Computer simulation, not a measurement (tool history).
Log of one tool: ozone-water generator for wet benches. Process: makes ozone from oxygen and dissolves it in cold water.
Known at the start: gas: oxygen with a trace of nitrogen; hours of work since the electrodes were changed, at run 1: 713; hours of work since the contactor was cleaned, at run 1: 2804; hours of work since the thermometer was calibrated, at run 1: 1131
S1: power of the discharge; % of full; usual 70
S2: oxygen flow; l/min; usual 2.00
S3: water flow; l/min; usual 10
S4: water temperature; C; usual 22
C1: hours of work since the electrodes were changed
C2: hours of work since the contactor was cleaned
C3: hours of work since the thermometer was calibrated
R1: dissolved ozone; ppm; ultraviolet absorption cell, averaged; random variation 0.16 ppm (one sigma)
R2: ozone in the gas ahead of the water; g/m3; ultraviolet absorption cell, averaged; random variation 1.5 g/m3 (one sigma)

run    hour  S1    S2  S3  S4    C1    C2    C3    R1     R2
  1     0.0  70  2.00  10  22   713  2804  1131  20.1  276.9
  2   112.9  70  2.00   6  22   789  2880  1207  29.7  276.8
  3   247.4  70  2.00  10  22   880  2971  1298  20.1  274.3
  4   368.9  70  2.00  10  22   963  3053  1381  20.1  277.1
  5   518.6  70  2.00  10  22  1064  3154  1482  19.7  277.4
  6   621.2  70  2.00  10  22  1133  3224  1551  20.0  278.3
  7   721.4  70  2.00  10  22  1201  3292  1619  20.0  277.5
  8   825.5  70  2.00  10  22  1272  3362  1690  20.0  274.8
  9   977.3  73  2.00  10  22  1374  3465  1792  20.7  284.9
 10  1051.2  73  2.00  10  22  1424  3515  1842  20.7  287.4
 11  1154.5  42  2.00  10  22  1494  3585  1912  13.0  180.3
     1203.7  -- contactor cleaned
 12  1272.1  52  2.00  10  22  1571    46  1989  15.9  216.3
 13  1422.0  54  3.23  10  15  1673   148  2091  18.3  177.6
 14  1546.4  50  2.00  10  22  1757   232  2175  15.3  209.0
 15  1650.9  50  2.00  10  22  1827   303  2246  15.3  211.3
 16  1774.5  81  2.95  10  22  1911   386  2329  22.8  260.9
 17  1890.7  70  1.14  10  22  1990   465  2408  18.5  367.6
 18  1985.6  70  2.01  10  22  2054   529  2472  20.1  275.9
 19  2134.4  70  1.15   8  22  2155   630  2573  22.9  357.4
 20  2217.5  70  1.15   8  22  2211   686  2629  22.6  362.0
 21  2297.6  70  2.00   8  22  2265   740  2683  23.9  278.3
 22  2381.8  70  2.00   8  22  2322   797  2740  23.7  277.3
 23  2496.6  93  3.57   8  22  2400   875  2818  30.1  263.5

3 ways to go on from here, each from the tool as it stands after run 23. What would each give?
  A  2571.1  93  1.66   6  22  2450  925  2868   ?   ?
  B  2571.1  45  3.57  14  18  2450  925  2868   ?   ?
  C  2571.1  70  1.54   8  20  2450  925  2868   ?   ?

run    R1     R2
  A  38.1  378.5
  B  11.7  145.0
  C  24.3  313.6
Without the tool's hidden state the same runs would have given:
run    R1     R2
  A  38.2  379.3
  B  11.7  145.1
  C  24.3  314.1

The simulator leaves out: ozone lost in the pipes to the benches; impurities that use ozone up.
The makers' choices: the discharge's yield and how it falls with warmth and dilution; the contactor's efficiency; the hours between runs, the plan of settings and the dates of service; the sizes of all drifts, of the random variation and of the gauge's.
